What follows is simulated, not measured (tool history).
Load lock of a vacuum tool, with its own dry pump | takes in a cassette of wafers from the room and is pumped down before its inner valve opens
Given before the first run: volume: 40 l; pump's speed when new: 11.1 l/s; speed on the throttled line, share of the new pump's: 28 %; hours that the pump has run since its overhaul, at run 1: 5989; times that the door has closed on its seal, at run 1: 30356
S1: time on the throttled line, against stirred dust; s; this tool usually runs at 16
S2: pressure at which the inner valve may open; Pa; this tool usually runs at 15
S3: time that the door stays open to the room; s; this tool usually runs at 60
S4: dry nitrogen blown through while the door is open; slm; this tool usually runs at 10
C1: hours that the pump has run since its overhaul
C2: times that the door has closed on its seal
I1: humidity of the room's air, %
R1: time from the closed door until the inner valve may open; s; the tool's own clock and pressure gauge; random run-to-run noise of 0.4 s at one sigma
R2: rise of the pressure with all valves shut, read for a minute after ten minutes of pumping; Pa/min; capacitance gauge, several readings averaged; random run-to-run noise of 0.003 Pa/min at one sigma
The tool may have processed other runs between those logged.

run 1 hour=0 | S1=16 S2=15 S3=60 S4=10 | C1=5989 C2=30356 | I1=47.5 | R1=47.5 R2=0.31
run 2 hour=531.8 | S1=16 S2=15 S3=60 S4=10 | C1=6520 C2=32439 | I1=45.2 | R1=48.4 R2=0.338
run 3 hour=948.3 | S1=16 S2=15 S3=60 S4=10 | C1=6937 C2=34071 | I1=43.9 | R1=48.2 R2=0.363
run 4 hour=1393 | S1=16 S2=15 S3=60 S4=10 | C1=7382 C2=35813 | I1=45.3 | R1=48.9 R2=0.412
run 5 hour=1811.5 | S1=16 S2=17 S3=60 S4=10 | C1=7800 C2=37452 | I1=45.2 | R1=48.1 R2=0.439
run 6 hour=2199.9 | S1=16 S2=17 S3=60 S4=10 | C1=8188 C2=38974 | I1=44.8 | R1=48.5 R2=0.464
-- hour=2444 door's seal changed, seat wiped
run 7 hour=2531.6 | S1=16 S2=17 S3=60 S4=10 | C1=8519 C2=344 | I1=43.3 | R1=49.9 R2=0.028
run 8 hour=3057.1 | S1=16 S2=15 S3=60 S4=10 | C1=9044 C2=2402 | I1=41.6 | R1=51.1 R2=0.036
run 9 hour=3533.1 | S1=16 S2=15 S3=60 S4=10 | C1=9520 C2=4267 | I1=44.5 | R1=51.1 R2=0.049
run 10 hour=3896.2 | S1=16 S2=15 S3=60 S4=10 | C1=9883 C2=5689 | I1=45.7 | R1=51.2 R2=0.059
run 11 hour=4228.8 | S1=16 S2=15 S3=60 S4=10 | C1=10216 C2=6992 | I1=45 | R1=51.5 R2=0.059
run 12 hour=4510.1 | S1=16 S2=18 S3=60 S4=10 | C1=10497 C2=8094 | I1=46.5 | R1=50.8 R2=0.071
run 13 hour=5123.3 | S1=16 S2=18 S3=60 S4=10 | C1=11110 C2=10496 | I1=45.5 | R1=51.7 R2=0.09
run 14 hour=5537.6 | S1=15 S2=25 S3=33 S4=5 | C1=11525 C2=12119 | I1=43.8 | R1=49.1 R2=0.101
run 15 hour=5977.8 | S1=15 S2=25 S3=39 S4=5 | C1=11965 C2=13843 | I1=47 | R1=49.7 R2=0.116
-- hour=6317.3 dry pump taken out, an overhauled one fitted
run 16 hour=6623.4 | S1=15 S2=25 S3=221 S4=5 | C1=306 C2=16349 | I1=47.3 | R1=40.3 R2=0.184
run 17 hour=6994.1 | S1=15 S2=25 S3=221 S4=5 | C1=677 C2=17801 | I1=45.3 | R1=41 R2=0.204
run 18 hour=7456.6 | S1=15 S2=25 S3=221 S4=5 | C1=1139 C2=19613 | I1=45.8 | R1=41.5 R2=0.223
run 19 hour=7845.8 | S1=25 S2=19 S3=60 S4=5 | C1=1528 C2=21137 | I1=44.5 | R1=50 R2=0.204
run 20 hour=8469.2 | S1=25 S2=19 S3=60 S4=5 | C1=2152 C2=23579 | I1=45.9 | R1=50.5 R2=0.238
run 21 hour=8943.3 | S1=25 S2=19 S3=60 S4=5 | C1=2626 C2=25437 | I1=41.3 | R1=50.7 R2=0.262
run 22 hour=9456.4 | S1=25 S2=19 S3=60 S4=5 | C1=3139 C2=27447 | I1=43.1 | R1=50.8 R2=0.299
run 23 hour=10073.2 | S1=16 S2=16 S3=60 S4=20 | C1=3756 C2=29863 | I1=45.7 | R1=46.3 R2=0.329
run 24 hour=10623.8 | S1=16 S2=15 S3=55 S4=30 | C1=4306 C2=32020 | I1=45.5 | R1=46.8 R2=0.36
run 25 hour=11241.6 | S1=14 S2=15 S3=55 S4=7 | C1=4924 C2=34440 | I1=44.7 | R1=45.3 R2=0.405
run 26 hour=11515.1 | S1=29 S2=15 S3=60 S4=10 | C1=5198 C2=35511 | I1=42.2 | R1=55.6 R2=0.422

Here are 4 independent what-if runs from the current tool condition. What would each one return?
run A hour=12020.9 | S1=16 S2=18 S3=60 S4=10 | C1=5704 C2=37493 | I1=43.6 | R1=? R2=?
run B hour=12020.9 | S1=29 S2=15 S3=60 S4=8 | C1=5704 C2=37493 | I1=45.2 | R1=? R2=?
run C hour=12020.9 | S1=16 S2=15 S3=182 S4=10 | C1=5704 C2=37493 | I1=47.4 | R1=? R2=?
run D hour=12020.9 | S1=24 S2=15 S3=60 S4=10 | C1=5704 C2=37493 | I1=44.8 | R1=? R2=?

run=A R1=46.7 R2=0.474
run=B R1=55.8 R2=0.471
run=C R1=47.2 R2=0.501
run=D R1=53.7 R2=0.471
Stripped of hidden state, with their random variation kept, the same runs would have yielded:
run=A R1=43.1 R2=0.028
run=B R1=52.6 R2=0.028
run=C R1=43.4 R2=0.058
run=D R1=50.2 R2=0.026
